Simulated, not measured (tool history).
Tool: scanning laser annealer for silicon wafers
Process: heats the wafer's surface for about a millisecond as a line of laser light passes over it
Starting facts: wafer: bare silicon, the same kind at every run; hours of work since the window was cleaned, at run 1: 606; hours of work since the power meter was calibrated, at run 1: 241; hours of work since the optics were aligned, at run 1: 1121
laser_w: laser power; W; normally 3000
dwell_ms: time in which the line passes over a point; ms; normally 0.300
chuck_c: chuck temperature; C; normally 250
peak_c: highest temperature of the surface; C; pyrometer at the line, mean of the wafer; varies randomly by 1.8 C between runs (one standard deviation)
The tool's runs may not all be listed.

run,hour,laser_w,dwell_ms,chuck_c,hours of work since the window was cleaned,hours of work since the power meter was calibrated,hours of work since the optics were aligned,peak_c
1,0.0,3000,0.300,250,606,241,1121,996
2,16.8,3000,0.274,250,613,248,1128,954
3,34.1,3000,0.300,250,621,255,1135,993
4,49.2,3129,0.300,250,627,261,1142,1036
5,60.4,3129,0.300,250,632,266,1146,1035
6,74.2,3000,0.300,250,637,271,1152,997
7,94.6,3000,0.300,250,646,280,1160,997
8,106.5,3000,0.300,250,651,285,1165,989
# hour 110.0: window over the wafer cleaned
9,127.5,3000,0.300,223,7,293,1173,968
10,145.2,3000,0.300,223,15,300,1181,967
11,156.0,3000,0.300,250,19,305,1185,996
12,171.9,3000,0.300,250,26,311,1192,994
13,189.2,3000,0.300,250,33,318,1199,996
14,197.6,2814,0.290,237,36,322,1202,906
15,208.3,2926,0.257,282,41,326,1207,940
16,228.2,2879,0.257,282,49,335,1215,927
17,248.0,2879,0.257,282,57,343,1223,928
18,257.3,3054,0.228,238,61,347,1227,890
19,274.0,3054,0.228,238,68,354,1234,889
20,286.1,3054,0.228,238,73,359,1239,889
21,296.0,3054,0.228,238,77,363,1243,892
22,308.3,2873,0.290,235,82,368,1248,927
23,321.5,2653,0.345,228,88,374,1254,913

Consider 4 possible next runs. They are alternatives, not a sequence: every one starts from the tool as it was left by run 23. What does each give?
A,336.3,2937,0.369,242,94,380,1260,?
B,336.3,2653,0.231,236,94,380,1260,?
C,336.3,3033,0.300,289,94,380,1260,?
D,336.3,2902,0.326,264,94,380,1260,?

run,peak_c
A,1055
B,780
C,1045
D,1006
The same runs, with their run-to-run variation unchanged, on a tool lacking any hidden condition would have given:
run,peak_c
A,1056
B,780
C,1046
D,1006
